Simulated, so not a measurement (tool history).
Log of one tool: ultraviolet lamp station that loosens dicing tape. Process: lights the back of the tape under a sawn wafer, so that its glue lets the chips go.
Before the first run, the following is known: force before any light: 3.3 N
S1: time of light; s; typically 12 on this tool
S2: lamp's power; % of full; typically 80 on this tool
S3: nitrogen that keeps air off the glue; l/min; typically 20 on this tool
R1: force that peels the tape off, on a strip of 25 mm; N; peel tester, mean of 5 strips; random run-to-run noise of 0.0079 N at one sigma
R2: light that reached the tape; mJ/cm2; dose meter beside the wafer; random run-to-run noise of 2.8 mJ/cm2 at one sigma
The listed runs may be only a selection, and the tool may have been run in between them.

run   hour  S1  S2  S3     R1   R2
  1      0  12  80  20  0.306  393
  2   13.6  12  80  20  0.309  394
  3     26  12  80  20  0.314  396
  4   47.5  12  80  20  0.312  392
  5   66.9  12  80  12  0.382  396
  6   89.4  12  80  34  0.251  400
  7    100  12  80  34  0.261  394
  8  118.5  12  80  20  0.316  396
  9    140  12  80  20  0.308  393
 10  154.8  12  80   8  0.477  398
 11  174.2  12  80  20  0.314  396
 12  194.8  12  80  38  0.247  397
 13  212.8  12  80  20  0.297  394
 14  231.6  12  80  20  0.311  398
 15  244.6  12  80  20  0.304  396
     256.5  -- window cleaned of glue's vapour
 16  264.5  12  80  20  0.313  394
 17  274.8  12  80  20  0.313  395
 18  289.8  22  80   7   0.17  729
 19  305.7  12  60   7  0.775  295

What does the tool deliver on the next run?
 20  321.9  17  70  22   ?   ?

Run 20 measured R1 0.201 N, R2 497 mJ/cm2.
Without the tool's hidden state the same run would have given R1 0.2 N, R2 498 mJ/cm2.
